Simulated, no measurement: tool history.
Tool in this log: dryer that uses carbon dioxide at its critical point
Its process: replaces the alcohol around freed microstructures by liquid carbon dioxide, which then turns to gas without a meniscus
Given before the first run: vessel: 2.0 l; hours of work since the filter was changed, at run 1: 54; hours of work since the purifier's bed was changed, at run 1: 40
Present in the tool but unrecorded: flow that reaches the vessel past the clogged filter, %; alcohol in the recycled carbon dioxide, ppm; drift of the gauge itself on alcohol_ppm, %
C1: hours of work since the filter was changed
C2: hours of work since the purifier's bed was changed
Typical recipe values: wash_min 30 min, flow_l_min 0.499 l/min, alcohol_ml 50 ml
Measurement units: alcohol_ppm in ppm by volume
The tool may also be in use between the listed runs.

{"run": 1, "hour": 0.0, "wash_min": 30, "flow_l_min": 0.499, "alcohol_ml": 50, "C1": 54, "C2": 40, "alcohol_ppm": 73}
{"run": 2, "hour": 24.5, "wash_min": 30, "flow_l_min": 0.499, "alcohol_ml": 50, "C1": 65, "C2": 51, "alcohol_ppm": 71}
{"run": 3, "hour": 42.5, "wash_min": 30, "flow_l_min": 0.499, "alcohol_ml": 50, "C1": 73, "C2": 60, "alcohol_ppm": 80}
{"run": 4, "hour": 69.4, "wash_min": 30, "flow_l_min": 0.499, "alcohol_ml": 50, "C1": 86, "C2": 72, "alcohol_ppm": 76}
{"run": 5, "hour": 86.3, "wash_min": 30, "flow_l_min": 0.499, "alcohol_ml": 50, "C1": 93, "C2": 80, "alcohol_ppm": 85}
{"run": 6, "hour": 113.6, "wash_min": 30, "flow_l_min": 0.499, "alcohol_ml": 50, "C1": 106, "C2": 92, "alcohol_ppm": 85}
{"run": 7, "hour": 136.0, "wash_min": 30, "flow_l_min": 0.499, "alcohol_ml": 50, "C1": 116, "C2": 103, "alcohol_ppm": 92}
{"run": 8, "hour": 165.1, "wash_min": 30, "flow_l_min": 0.499, "alcohol_ml": 50, "C1": 130, "C2": 116, "alcohol_ppm": 85}
{"run": 9, "hour": 184.9, "wash_min": 30, "flow_l_min": 0.499, "alcohol_ml": 50, "C1": 139, "C2": 125, "alcohol_ppm": 102}
{"run": 10, "hour": 215.3, "wash_min": 30, "flow_l_min": 0.499, "alcohol_ml": 50, "C1": 153, "C2": 139, "alcohol_ppm": 94}
{"run": 11, "hour": 230.6, "wash_min": 30, "flow_l_min": 0.499, "alcohol_ml": 58, "C1": 160, "C2": 146, "alcohol_ppm": 116}
{"run": 12, "hour": 258.6, "wash_min": 30, "flow_l_min": 0.499, "alcohol_ml": 58, "C1": 173, "C2": 159, "alcohol_ppm": 112}
{"run": 13, "hour": 282.5, "wash_min": 30, "flow_l_min": 0.741, "alcohol_ml": 58, "C1": 184, "C2": 170, "alcohol_ppm": 66}
{"run": 14, "hour": 309.4, "wash_min": 30, "flow_l_min": 0.499, "alcohol_ml": 35, "C1": 196, "C2": 182, "alcohol_ppm": 101}
{"run": 15, "hour": 323.3, "wash_min": 30, "flow_l_min": 0.499, "alcohol_ml": 35, "C1": 202, "C2": 189, "alcohol_ppm": 104}
{"run": 16, "hour": 349.3, "wash_min": 30, "flow_l_min": 0.499, "alcohol_ml": 50, "C1": 214, "C2": 201, "alcohol_ppm": 124}
{"run": 17, "hour": 364.0, "wash_min": 30, "flow_l_min": 0.499, "alcohol_ml": 50, "C1": 221, "C2": 207, "alcohol_ppm": 125}
{"run": 18, "hour": 387.8, "wash_min": 30, "flow_l_min": 0.499, "alcohol_ml": 50, "C1": 232, "C2": 218, "alcohol_ppm": 125}
{"run": 19, "hour": 405.8, "wash_min": 30, "flow_l_min": 0.455, "alcohol_ml": 50, "C1": 240, "C2": 227, "alcohol_ppm": 172}
{"run": 20, "hour": 427.6, "wash_min": 30, "flow_l_min": 0.536, "alcohol_ml": 50, "C1": 250, "C2": 237, "alcohol_ppm": 105}
{"run": 21, "hour": 443.1, "wash_min": 30, "flow_l_min": 0.499, "alcohol_ml": 50, "C1": 257, "C2": 244, "alcohol_ppm": 131}
{"run": 22, "hour": 457.4, "wash_min": 30, "flow_l_min": 0.499, "alcohol_ml": 50, "C1": 264, "C2": 250, "alcohol_ppm": 134}
{"run": 23, "hour": 482.5, "wash_min": 30, "flow_l_min": 0.499, "alcohol_ml": 50, "C1": 275, "C2": 262, "alcohol_ppm": 138}
{"run": 24, "hour": 498.7, "wash_min": 30, "flow_l_min": 0.499, "alcohol_ml": 50, "C1": 283, "C2": 269, "alcohol_ppm": 143}
{"run": 25, "hour": 528.6, "wash_min": 30, "flow_l_min": 0.499, "alcohol_ml": 77, "C1": 297, "C2": 283, "alcohol_ppm": 174}
{"run": 26, "hour": 545.1, "wash_min": 36, "flow_l_min": 0.331, "alcohol_ml": 50, "C1": 304, "C2": 291, "alcohol_ppm": 316}
{"run": 27, "hour": 560.6, "wash_min": 30, "flow_l_min": 0.499, "alcohol_ml": 54, "C1": 311, "C2": 298, "alcohol_ppm": 151}
{"run": 28, "hour": 584.0, "wash_min": 30, "flow_l_min": 0.393, "alcohol_ml": 48, "C1": 322, "C2": 308, "alcohol_ppm": 317}
{"run": 29, "hour": 598.7, "wash_min": 30, "flow_l_min": 0.393, "alcohol_ml": 48, "C1": 329, "C2": 315, "alcohol_ppm": 318}
{"run": 30, "hour": 619.1, "wash_min": 30, "flow_l_min": 0.393, "alcohol_ml": 48, "C1": 338, "C2": 325, "alcohol_ppm": 335}
{"run": 31, "hour": 641.9, "wash_min": 30, "flow_l_min": 0.64, "alcohol_ml": 28, "C1": 349, "C2": 335, "alcohol_ppm": 110}
{"run": 32, "hour": 654.6, "wash_min": 36, "flow_l_min": 0.61, "alcohol_ml": 28, "C1": 354, "C2": 341, "alcohol_ppm": 99}
{"run": 33, "hour": 667.7, "wash_min": 36, "flow_l_min": 0.61, "alcohol_ml": 28, "C1": 360, "C2": 347, "alcohol_ppm": 113}
{"run": 34, "hour": 689.6, "wash_min": 43, "flow_l_min": 0.706, "alcohol_ml": 45, "C1": 371, "C2": 357, "alcohol_ppm": 116}
{"run": 35, "hour": 713.8, "wash_min": 28, "flow_l_min": 0.321, "alcohol_ml": 31, "C1": 382, "C2": 368, "alcohol_ppm": 583}
{"run": 36, "hour": 737.0, "wash_min": 45, "flow_l_min": 0.324, "alcohol_ml": 33, "C1": 392, "C2": 379, "alcohol_ppm": 176}
{"run": 37, "hour": 762.8, "wash_min": 41, "flow_l_min": 0.701, "alcohol_ml": 26, "C1": 404, "C2": 391, "alcohol_ppm": 116}
{"run": 38, "hour": 777.2, "wash_min": 41, "flow_l_min": 0.701, "alcohol_ml": 26, "C1": 411, "C2": 397, "alcohol_ppm": 116}
{"run": 39, "hour": 794.9, "wash_min": 30, "flow_l_min": 0.408, "alcohol_ml": 50, "C1": 419, "C2": 405, "alcohol_ppm": 326}
{"run": 40, "hour": 811.1, "wash_min": 23, "flow_l_min": 0.647, "alcohol_ml": 50, "C1": 426, "C2": 413, "alcohol_ppm": 196}
{"run": 41, "hour": 830.2, "wash_min": 21, "flow_l_min": 0.542, "alcohol_ml": 30, "C1": 435, "C2": 422, "alcohol_ppm": 304}
{"run": 42, "hour": 854.0, "wash_min": 30, "flow_l_min": 0.412, "alcohol_ml": 30, "C1": 446, "C2": 432, "alcohol_ppm": 256}
{"run": 43, "hour": 866.5, "wash_min": 30, "flow_l_min": 0.412, "alcohol_ml": 30, "C1": 452, "C2": 438, "alcohol_ppm": 252}
{"run": 44, "hour": 883.7, "wash_min": 30, "flow_l_min": 0.412, "alcohol_ml": 30, "C1": 460, "C2": 446, "alcohol_ppm": 258}
{"run": 45, "hour": 900.6, "wash_min": 24, "flow_l_min": 0.489, "alcohol_ml": 45, "C1": 467, "C2": 454, "alcohol_ppm": 366}
{"run": 46, "hour": 917.4, "wash_min": 35, "flow_l_min": 0.412, "alcohol_ml": 44, "C1": 475, "C2": 462, "alcohol_ppm": 213}
{"run": 47, "hour": 930.1, "wash_min": 35, "flow_l_min": 0.412, "alcohol_ml": 22, "C1": 481, "C2": 467, "alcohol_ppm": 175}

Alternative continuations, all from the tool just after run 47; predict every row:
{"run": "A", "hour": 952.1, "wash_min": 34, "flow_l_min": 0.469, "alcohol_ml": 47, "C1": 491, "C2": 478, "alcohol_ppm": "?"}
{"run": "B", "hour": 952.1, "wash_min": 25, "flow_l_min": 0.499, "alcohol_ml": 50, "C1": 491, "C2": 478, "alcohol_ppm": "?"}
{"run": "C", "hour": 952.1, "wash_min": 35, "flow_l_min": 0.357, "alcohol_ml": 22, "C1": 491, "C2": 478, "alcohol_ppm": "?"}

run=A alcohol_ppm=179
run=B alcohol_ppm=330
run=C alcohol_ppm=216
Without the tool's hidden state the same runs would have given:
run=A alcohol_ppm=29
run=B alcohol_ppm=144
run=C alcohol_ppm=61

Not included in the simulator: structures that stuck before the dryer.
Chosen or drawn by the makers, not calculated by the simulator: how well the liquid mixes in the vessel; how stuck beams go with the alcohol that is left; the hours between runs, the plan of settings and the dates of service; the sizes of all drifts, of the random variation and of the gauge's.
